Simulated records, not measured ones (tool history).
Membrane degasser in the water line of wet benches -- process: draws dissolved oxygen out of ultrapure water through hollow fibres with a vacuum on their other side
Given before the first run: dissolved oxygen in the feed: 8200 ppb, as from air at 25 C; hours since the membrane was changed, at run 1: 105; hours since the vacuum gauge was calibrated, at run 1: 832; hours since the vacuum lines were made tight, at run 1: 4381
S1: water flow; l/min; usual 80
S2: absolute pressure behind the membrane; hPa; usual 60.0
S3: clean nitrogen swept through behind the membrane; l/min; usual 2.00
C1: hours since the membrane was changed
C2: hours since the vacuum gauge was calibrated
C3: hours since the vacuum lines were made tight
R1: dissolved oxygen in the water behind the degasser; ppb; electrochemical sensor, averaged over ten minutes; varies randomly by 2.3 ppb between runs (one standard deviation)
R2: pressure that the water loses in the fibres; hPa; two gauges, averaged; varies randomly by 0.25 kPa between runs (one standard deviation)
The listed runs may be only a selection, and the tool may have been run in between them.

Run 1, hour 0.0: usual settings; C1 105; C2 832; C3 4381. Result: R1 223.8 ppb, R2 642.6 hPa.
Run 2, hour 58.1: usual settings; C1 164; C2 890; C3 4440. Result: R1 223.6 ppb, R2 641.8 hPa.
Run 3, hour 112.9: usual settings; C1 218; C2 944; C3 4494. Result: R1 224.3 ppb, R2 647.0 hPa.
Run 4, hour 154.4: usual settings; C1 260; C2 986; C3 4536. Result: R1 225.9 ppb, R2 646.4 hPa.
Run 5, hour 193.4: usual settings; C1 299; C2 1025; C3 4575. Result: R1 222.3 ppb, R2 646.9 hPa.
Run 6, hour 247.1: usual settings; C1 352; C2 1079; C3 4629. Result: R1 223.1 ppb, R2 646.1 hPa.
Run 7, hour 279.5: usual settings; C1 385; C2 1111; C3 4661. Result: R1 226.7 ppb, R2 649.5 hPa.
Run 8, hour 336.9: usual settings; C1 442; C2 1168; C3 4718. Result: R1 227.7 ppb, R2 647.8 hPa.
Run 9, hour 377.3: usual settings; C1 483; C2 1209; C3 4759. Result: R1 223.5 ppb, R2 645.8 hPa.
Run 10, hour 418.7: usual settings; C1 524; C2 1250; C3 4800. Result: R1 228.6 ppb, R2 653.5 hPa.
Run 11, hour 460.3: usual settings but S1 77 l/min; C1 566; C2 1292; C3 4842. Result: R1 218.2 ppb, R2 623.1 hPa.
Run 12, hour 510.3: usual settings but S1 77 l/min; C1 616; C2 1342; C3 4892. Result: R1 223.2 ppb, R2 626.8 hPa.
Run 13, hour 560.2: usual settings but S1 77 l/min; C1 666; C2 1392; C3 4942. Result: R1 223.9 ppb, R2 626.2 hPa.
Run 14, hour 614.3: usual settings but S1 94 l/min, S2 60.4 hPa, S3 2.62 l/min; C1 720; C2 1446; C3 4996. Result: R1 214.0 ppb, R2 765.2 hPa.

What will run 15 give?
Run 15, hour 652.7: usual settings but S1 49 l/min, S2 41.9 hPa, S3 3.23 l/min; C1 758; C2 1484; C3 5034. Result: R1 ?, R2 ?.

R1: 36.6 ppb
R2: 400.5 hPa
Minus the tool's unlogged condition, the same run would have read R1 34.6 ppb, R2 398.5 hPa.
